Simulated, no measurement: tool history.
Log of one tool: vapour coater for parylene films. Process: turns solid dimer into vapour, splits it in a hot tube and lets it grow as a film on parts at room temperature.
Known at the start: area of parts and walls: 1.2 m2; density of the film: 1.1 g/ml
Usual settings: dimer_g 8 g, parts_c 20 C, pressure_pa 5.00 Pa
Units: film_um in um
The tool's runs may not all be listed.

{"run": 1, "day": 0.0, "dimer_g": 8, "parts_c": 20, "pressure_pa": 5.0, "film_um": 4.05}
{"run": 2, "day": 1.908, "dimer_g": 8, "parts_c": 20, "pressure_pa": 5.0, "film_um": 4.02}
{"run": 3, "day": 3.942, "dimer_g": 8, "parts_c": 20, "pressure_pa": 5.0, "film_um": 4.0}
{"run": 4, "day": 5.583, "dimer_g": 8, "parts_c": 20, "pressure_pa": 5.0, "film_um": 3.99}
{"run": 5, "day": 8.188, "dimer_g": 8, "parts_c": 20, "pressure_pa": 5.0, "film_um": 3.94}
{"run": 6, "day": 11.054, "dimer_g": 8, "parts_c": 20, "pressure_pa": 5.0, "film_um": 3.94}
{"run": 7, "day": 12.838, "dimer_g": 8, "parts_c": 20, "pressure_pa": 5.0, "film_um": 3.92}
{"run": 8, "day": 14.142, "dimer_g": 8, "parts_c": 20, "pressure_pa": 5.0, "film_um": 3.91}
{"run": 9, "day": 16.688, "dimer_g": 8, "parts_c": 20, "pressure_pa": 5.0, "film_um": 3.93}
{"run": 10, "day": 19.458, "dimer_g": 8, "parts_c": 20, "pressure_pa": 5.0, "film_um": 3.88}
{"day": 21.221, "done": "table's thermometer calibrated"}
{"run": 11, "day": 22.15, "dimer_g": 8, "parts_c": 20, "pressure_pa": 5.0, "film_um": 4.05}
{"run": 12, "day": 25.242, "dimer_g": 8, "parts_c": 20, "pressure_pa": 5.0, "film_um": 4.05}
{"run": 13, "day": 26.671, "dimer_g": 8, "parts_c": 20, "pressure_pa": 11.05, "film_um": 3.35}
{"run": 14, "day": 28.608, "dimer_g": 8, "parts_c": 15, "pressure_pa": 5.0, "film_um": 4.95}
{"run": 15, "day": 30.358, "dimer_g": 8, "parts_c": 15, "pressure_pa": 5.0, "film_um": 4.94}
{"run": 16, "day": 33.292, "dimer_g": 8, "parts_c": 15, "pressure_pa": 5.0, "film_um": 4.87}
{"day": 33.954, "done": "trap's valve overhauled"}
{"run": 17, "day": 36.554, "dimer_g": 8, "parts_c": 20, "pressure_pa": 5.0, "film_um": 3.88}
{"run": 18, "day": 38.912, "dimer_g": 8, "parts_c": 20, "pressure_pa": 5.0, "film_um": 3.88}
{"run": 19, "day": 41.388, "dimer_g": 8, "parts_c": 20, "pressure_pa": 5.0, "film_um": 3.85}
{"run": 20, "day": 44.254, "dimer_g": 8, "parts_c": 20, "pressure_pa": 5.0, "film_um": 3.82}
{"run": 21, "day": 47.171, "dimer_g": 8, "parts_c": 20, "pressure_pa": 5.0, "film_um": 3.8}
{"run": 22, "day": 50.238, "dimer_g": 8, "parts_c": 20, "pressure_pa": 5.0, "film_um": 3.8}
{"day": 52.05, "done": "trap's valve overhauled, once more"}
{"run": 23, "day": 52.538, "dimer_g": 8, "parts_c": 20, "pressure_pa": 5.0, "film_um": 4.21}
{"run": 24, "day": 54.775, "dimer_g": 8, "parts_c": 20, "pressure_pa": 5.0, "film_um": 4.21}
{"run": 25, "day": 56.496, "dimer_g": 10, "parts_c": 19, "pressure_pa": 5.0, "film_um": 5.48}
{"run": 26, "day": 58.833, "dimer_g": 9, "parts_c": 24, "pressure_pa": 4.25, "film_um": 4.14}
{"run": 27, "day": 60.704, "dimer_g": 7, "parts_c": 22, "pressure_pa": 4.25, "film_um": 3.5}
{"run": 28, "day": 62.667, "dimer_g": 8, "parts_c": 23, "pressure_pa": 7.79, "film_um": 3.28}
{"run": 29, "day": 64.196, "dimer_g": 4, "parts_c": 20, "pressure_pa": 7.58, "film_um": 1.86}
{"run": 30, "day": 66.846, "dimer_g": 6, "parts_c": 28, "pressure_pa": 2.64, "film_um": 2.59}
{"run": 31, "day": 68.808, "dimer_g": 6, "parts_c": 29, "pressure_pa": 2.64, "film_um": 2.47}
{"run": 32, "day": 70.646, "dimer_g": 6, "parts_c": 15, "pressure_pa": 2.99, "film_um": 4.32}
{"run": 33, "day": 72.621, "dimer_g": 6, "parts_c": 22, "pressure_pa": 8.09, "film_um": 2.53}
{"run": 34, "day": 75.042, "dimer_g": 10, "parts_c": 15, "pressure_pa": 2.15, "film_um": 7.21}
{"run": 35, "day": 77.625, "dimer_g": 3, "parts_c": 23, "pressure_pa": 4.94, "film_um": 1.33}
{"run": 36, "day": 80.475, "dimer_g": 8, "parts_c": 14, "pressure_pa": 8.89, "film_um": 4.48}
{"run": 37, "day": 81.817, "dimer_g": 5, "parts_c": 25, "pressure_pa": 8.58, "film_um": 1.81}
{"run": 38, "day": 84.008, "dimer_g": 5, "parts_c": 25, "pressure_pa": 8.58, "film_um": 1.8}
{"run": 39, "day": 85.642, "dimer_g": 14, "parts_c": 20, "pressure_pa": 4.2, "film_um": 7.32}
{"run": 40, "day": 88.033, "dimer_g": 3, "parts_c": 31, "pressure_pa": 10.82, "film_um": 0.78}
{"run": 41, "day": 89.533, "dimer_g": 10, "parts_c": 23, "pressure_pa": 6.43, "film_um": 4.13}
{"run": 42, "day": 90.833, "dimer_g": 6, "parts_c": 22, "pressure_pa": 3.5, "film_um": 3.01}
{"run": 43, "day": 92.867, "dimer_g": 6, "parts_c": 22, "pressure_pa": 3.5, "film_um": 2.96}
{"run": 44, "day": 94.342, "dimer_g": 6, "parts_c": 22, "pressure_pa": 3.5, "film_um": 2.96}
{"run": 45, "day": 96.975, "dimer_g": 5, "parts_c": 31, "pressure_pa": 3.33, "film_um": 1.72}
{"run": 46, "day": 99.567, "dimer_g": 5, "parts_c": 31, "pressure_pa": 3.33, "film_um": 1.72}
{"day": 101.871, "done": "trap's valve overhauled"}
{"run": 47, "day": 102.571, "dimer_g": 6, "parts_c": 16, "pressure_pa": 8.12, "film_um": 3.23}

The same runs without the tool's hidden state, with the same run-to-run variation:
The hidden state here: vapour lost through the trap's worn valve, %; true temperature of the parts over the reading, C; drift of the gauge itself on film_um, %.
run=1 film_um=4.31
run=2 film_um=4.29
run=3 film_um=4.28
run=4 film_um=4.28
run=5 film_um=4.25
run=6 film_um=4.26
run=7 film_um=4.25
run=8 film_um=4.25
run=9 film_um=4.29
run=10 film_um=4.26
run=11 film_um=4.25
run=12 film_um=4.28
run=13 film_um=3.54
run=14 film_um=5.24
run=15 film_um=5.25
run=16 film_um=5.21
run=17 film_um=4.28
run=18 film_um=4.30
run=19 film_um=4.28
run=20 film_um=4.27
run=21 film_um=4.26
run=22 film_um=4.29
run=23 film_um=4.27
run=24 film_um=4.28
run=25 film_um=5.59
run=26 film_um=4.24
run=27 film_um=3.59
run=28 film_um=3.38
run=29 film_um=1.92
run=30 film_um=2.68
run=31 film_um=2.56
run=32 film_um=4.50
run=33 film_um=2.65
run=34 film_um=7.41
run=35 film_um=1.40
run=36 film_um=4.75
run=37 film_um=1.92
run=38 film_um=1.91
run=39 film_um=7.81
run=40 film_um=0.84
run=41 film_um=4.44
run=42 film_um=3.24
run=43 film_um=3.19
run=44 film_um=3.20
run=45 film_um=1.87
run=46 film_um=1.88
run=47 film_um=3.38
